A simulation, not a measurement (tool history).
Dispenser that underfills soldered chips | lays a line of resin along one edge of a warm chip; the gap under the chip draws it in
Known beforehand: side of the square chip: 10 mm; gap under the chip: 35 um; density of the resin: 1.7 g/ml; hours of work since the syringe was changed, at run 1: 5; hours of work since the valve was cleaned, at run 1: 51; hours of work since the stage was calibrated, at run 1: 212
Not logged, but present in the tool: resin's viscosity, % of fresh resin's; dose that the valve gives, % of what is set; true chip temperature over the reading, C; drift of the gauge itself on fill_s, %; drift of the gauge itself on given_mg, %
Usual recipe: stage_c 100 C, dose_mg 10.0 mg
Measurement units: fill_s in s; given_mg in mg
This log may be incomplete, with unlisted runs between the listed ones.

run,day,stage_c,dose_mg,hours of work since the syringe was changed,hours of work since the valve was cleaned,hours of work since the stage was calibrated,fill_s,given_mg
1,0.000,100,10.0,5,51,212,308.6,9.58
# day 0.150: new syringe of resin
2,0.217,100,10.0,1,54,216,218.7,9.58
3,0.471,100,10.0,6,59,220,329.1,9.53
# day 0.583: new syringe of resin
4,0.662,100,10.0,1,62,224,223.5,9.41
5,0.954,93,10.0,7,67,229,435.8,9.41
# day 1.038: new syringe of resin
6,1.204,93,8.9,3,72,233,323.9,8.34
7,1.358,93,8.9,6,74,236,415.9,8.41
# day 1.496: new syringe of resin
# day 1.588: dispensing valve cleaned and set on the balance
8,1.721,93,8.9,3,2,242,324.1,8.87
# day 1.971: new syringe of resin
9,2.029,93,8.7,1,8,247,275.5,8.65
10,2.362,93,8.7,7,14,253,453.0,8.54
# day 2.404: new syringe of resin
11,2.592,100,11.9,3,18,257,255.8,11.76
12,2.779,95,10.0,7,21,260,401.8,9.82
# day 2.838: new syringe of resin
13,2.942,95,10.0,2,24,263,269.4,9.71
14,3.138,95,10.0,5,27,267,362.4,9.79
# day 3.271: new syringe of resin
15,3.354,95,10.0,2,31,270,259.6,9.77
16,3.592,96,10.3,6,35,274,365.4,9.98
# day 3.712: new syringe of resin
17,3.850,96,10.3,2,40,279,274.6,9.95
18,4.108,108,8.7,7,44,284,300.0,8.49
# day 4.162: new syringe of resin
19,4.367,108,8.7,4,49,288,216.3,8.35
# day 4.600: new syringe of resin
20,4.633,109,11.6,1,53,293,158.1,11.06
21,4.967,113,10.6,7,59,299,240.9,10.12
# day 5.050: new syringe of resin
22,5.133,103,12.7,2,62,301,199.7,12.12
23,5.300,102,11.8,5,65,304,264.3,11.22
# day 5.500: new syringe of resin
24,5.575,95,13.0,1,70,309,249.7,12.18
25,5.838,95,13.0,6,75,314,379.4,12.21
# day 5.942: new syringe of resin
# day 6.046: dispensing valve cleaned and set on the balance
26,6.221,95,13.0,4,3,320,327.2,12.99
# day 6.433: new syringe of resin
27,6.475,95,13.0,1,8,324,237.2,12.95
28,6.667,95,13.0,4,11,328,323.2,12.81

5 ways to go on from here, each from the tool as it stands after run 28. What would each give?
# day 6.888: new syringe of resin
A,6.967,98,10.0,1,16,333,?,?
# day 6.888: new syringe of resin
B,6.967,89,12.3,1,16,333,?,?
# day 6.888: new syringe of resin
C,6.967,104,11.7,1,16,333,?,?
# day 6.888: new syringe of resin
D,6.967,100,12.6,1,16,333,?,?
# day 6.888: new syringe of resin
E,6.967,114,13.0,1,16,333,?,?

run,fill_s,given_mg
A,230.7,9.92
B,302.2,12.17
C,192.6,11.64
D,215.6,12.47
E,144.7,12.91
Without the tool's hidden state the same runs would have given:
run,fill_s,given_mg
A,208.6,10.01
B,273.7,12.29
C,174.1,11.75
D,195.0,12.59
E,130.7,13.03

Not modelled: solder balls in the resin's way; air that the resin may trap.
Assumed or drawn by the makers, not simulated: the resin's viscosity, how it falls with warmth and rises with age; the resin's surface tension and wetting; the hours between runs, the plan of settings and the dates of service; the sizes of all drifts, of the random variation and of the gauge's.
